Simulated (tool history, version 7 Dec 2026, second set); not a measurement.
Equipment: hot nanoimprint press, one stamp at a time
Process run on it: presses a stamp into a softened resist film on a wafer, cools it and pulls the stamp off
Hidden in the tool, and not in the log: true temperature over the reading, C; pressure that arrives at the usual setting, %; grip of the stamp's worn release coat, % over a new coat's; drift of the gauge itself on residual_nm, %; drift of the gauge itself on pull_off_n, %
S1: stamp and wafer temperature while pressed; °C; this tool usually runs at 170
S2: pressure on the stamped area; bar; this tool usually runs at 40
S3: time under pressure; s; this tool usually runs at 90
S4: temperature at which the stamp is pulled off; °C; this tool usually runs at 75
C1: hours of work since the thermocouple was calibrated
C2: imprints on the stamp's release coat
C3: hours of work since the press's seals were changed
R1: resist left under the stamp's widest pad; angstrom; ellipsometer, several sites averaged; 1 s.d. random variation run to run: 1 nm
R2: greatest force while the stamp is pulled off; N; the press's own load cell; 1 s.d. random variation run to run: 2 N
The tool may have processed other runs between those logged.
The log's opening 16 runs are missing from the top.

run	day	S1	S2	S3	S4	C1	C2	C3	R1	R2
17	21.008	175	40	90	81	270	231	105	1608	179
18	21.883	170	27.5	90	66	285	342	120	2544	227
19	22.608	177	27.5	90	66	297	434	132	1805	227
20	23.692	177	27.5	90	66	315	572	150	1792	227
21	25.029	177	27.5	90	66	338	742	173	1782	229
22	26.446	177	27.5	90	66	362	922	197	1762	231
23	27.712	160	32.9	90	75	383	1083	218	3613	206
24	29.021	158	33.3	90	75	405	1250	240	3863	204
25	30.204	170	40	104	75	425	1400	260	1924	211
# day 30.438: plate thermocouple calibrated
26	31.921	163	31.1	74	62	25	1603	287	3683	262
27	33.304	181	40	90	63	48	1779	311	1294	259
28	34.392	161	40	157	75	67	1917	329	2984	220
29	35.896	180	49.4	75	75	92	2109	355	1253	221
30	37.308	180	49.4	75	75	116	2288	378	1255	226
31	38.233	163	40	90	75	132	2406	394	3120	231

Predict each of these 3 candidate next runs independently; none follows another, all start after run 31:
# day 38.604: stamp cleaned and given a new release coat
A	39.2	170	32.1	90	78	144	76	406	?	?
# day 38.604: stamp cleaned and given a new release coat
B	39.2	163	29.3	90	75	144	76	406	?	?
# day 38.604: stamp cleaned and given a new release coat
C	39.2	163	40	109	75	144	76	406	?	?

run	R1	R2
A	2469	187
B	3550	195
C	2959	197
Take away the tool's hidden state, keep each run's random variation, and the runs would have read:
run	R1	R2
A	2513	188
B	3604	195
C	3008	198
